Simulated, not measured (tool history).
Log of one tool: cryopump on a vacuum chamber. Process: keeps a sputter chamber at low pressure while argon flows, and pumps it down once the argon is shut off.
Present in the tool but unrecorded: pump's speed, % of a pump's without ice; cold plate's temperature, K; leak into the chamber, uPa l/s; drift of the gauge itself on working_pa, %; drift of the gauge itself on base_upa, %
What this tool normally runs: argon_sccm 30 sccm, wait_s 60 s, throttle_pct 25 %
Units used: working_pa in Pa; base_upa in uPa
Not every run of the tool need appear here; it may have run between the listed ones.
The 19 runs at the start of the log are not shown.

run    hour  argon_sccm  wait_s  throttle_pct  hours of work since the pump was warmed up and emptied  hours of work since the cold head was overhauled  hours of work since the chamber's fittings were tightened  working_pa  base_upa
 20  1349.9          53      29            40                                                     454                                              3816                                                        744      0.1242      2.08
     1461.2  -- pump warmed up, emptied and cooled again
 21  1462.2          53      29            40                                                       1                                              3895                                                        823      0.1096      1.85
 22  1514.2          46      29            25                                                      39                                              3933                                                        861      0.1508      1.95
 23  1585.7          23      92            25                                                      91                                              3985                                                        913      0.0762      1.15
 24  1633.8          41     256            22                                                     126                                              4021                                                        948      0.1564      0.92
 25  1708.6          48     179            35                                                     181                                              4075                                                       1003      0.1157      1.04
 26  1801.2          30     117            30                                                     249                                              4143                                                       1071      0.0864      1.24
 27  1853.8          30     117            30                                                     287                                              4182                                                       1109      0.0866      1.26
 28  1917.0          14     135            39                                                     334                                              4228                                                       1156      0.0322      1.36
 29  2014.8          16      60            40                                                     405                                              4299                                                       1227      0.0364      1.73
 30  2083.7          46      87            17                                                     456                                              4350                                                       1277      0.2331      1.66
 31  2139.9          46      87            17                                                     497                                              4391                                                       1319      0.2368      1.74
     2190.9  -- pump warmed up, emptied and cooled again
 32  2205.9          41     120            48                                                      11                                              4435                                                       1363      0.0718      1.29

Forecast each of these 3 alternatives for the next run:
  A  2283.0          22      65            25                                                      67                                              4492                                                       1420           ?         ?
  B  2283.0          27     120            48                                                      67                                              4492                                                       1420           ?         ?
  C  2283.0          35     120            48                                                      67                                              4492                                                       1420           ?         ?

run  working_pa  base_upa
  A      0.0720      1.60
  B      0.0479      1.33
  C      0.0619      1.37
Had the tool no hidden state, the same runs would have come out as:
run  working_pa  base_upa
  A      0.0705      0.70
  B      0.0461      0.44
  C      0.0595      0.46
